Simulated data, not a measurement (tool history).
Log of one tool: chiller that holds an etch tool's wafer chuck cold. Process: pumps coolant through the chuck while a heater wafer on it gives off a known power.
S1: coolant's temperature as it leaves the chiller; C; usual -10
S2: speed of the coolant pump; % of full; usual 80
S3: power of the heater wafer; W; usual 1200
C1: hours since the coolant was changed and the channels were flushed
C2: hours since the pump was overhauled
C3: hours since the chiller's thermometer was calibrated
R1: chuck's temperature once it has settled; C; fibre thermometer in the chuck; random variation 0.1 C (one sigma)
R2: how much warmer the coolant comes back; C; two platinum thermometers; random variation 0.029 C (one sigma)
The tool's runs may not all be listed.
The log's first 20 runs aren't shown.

run 21 day=44.696 | S1=-1 S2=75 S3=755 | C1=686 C2=2056 C3=123 | R1=8.5 R2=1.71
run 22 day=46.933 | S1=-1 S2=75 S3=755 | C1=739 C2=2110 C3=176 | R1=8.3 R2=1.71
run 23 day=48.521 | S1=-14 S2=80 S3=600 | C1=778 C2=2148 C3=215 | R1=-7 R2=1.26
run 24 day=50.796 | S1=-15 S2=80 S3=600 | C1=832 C2=2202 C3=269 | R1=-7.9 R2=1.3
run 25 day=53.004 | S1=-15 S2=80 S3=600 | C1=885 C2=2255 C3=322 | R1=-7.8 R2=1.24
run 26 day=54.646 | S1=-18 S2=80 S3=1554 | C1=925 C2=2295 C3=362 | R1=0.5 R2=3.3
run 27 day=56.662 | S1=-18 S2=80 S3=1554 | C1=973 C2=2343 C3=410 | R1=0.5 R2=3.32
run 28 day=58.604 | S1=-18 S2=80 S3=1554 | C1=1020 C2=2390 C3=456 | R1=0.6 R2=3.3
run 29 day=60.771 | S1=-3 S2=72 S3=751 | C1=1072 C2=2442 C3=509 | R1=6.7 R2=1.81
run 30 day=63.675 | S1=-3 S2=72 S3=751 | C1=1141 C2=2511 C3=578 | R1=6.5 R2=1.78
run 31 day=65.825 | S1=-13 S2=80 S3=1215 | C1=1193 C2=2563 C3=630 | R1=1.3 R2=2.59

3 ways to go on from here, each from the tool as it stands after run 31. What would each give?
run A day=67.662 | S1=-16 S2=97 S3=1506 | C1=1237 C2=2607 C3=674 | R1=? R2=?
run B day=67.662 | S1=-13 S2=80 S3=808 | C1=1237 C2=2607 C3=674 | R1=? R2=?
run C day=67.662 | S1=-17 S2=84 S3=1069 | C1=1237 C2=2607 C3=674 | R1=? R2=?

run=A R1=-0.8 R2=2.55
run=B R1=-3.7 R2=1.76
run=C R1=-4.9 R2=2.12
Without the tool's hidden state the same runs would have given:
run=A R1=-0.9 R2=2.54
run=B R1=-3.7 R2=1.76
run=C R1=-4.9 R2=2.11
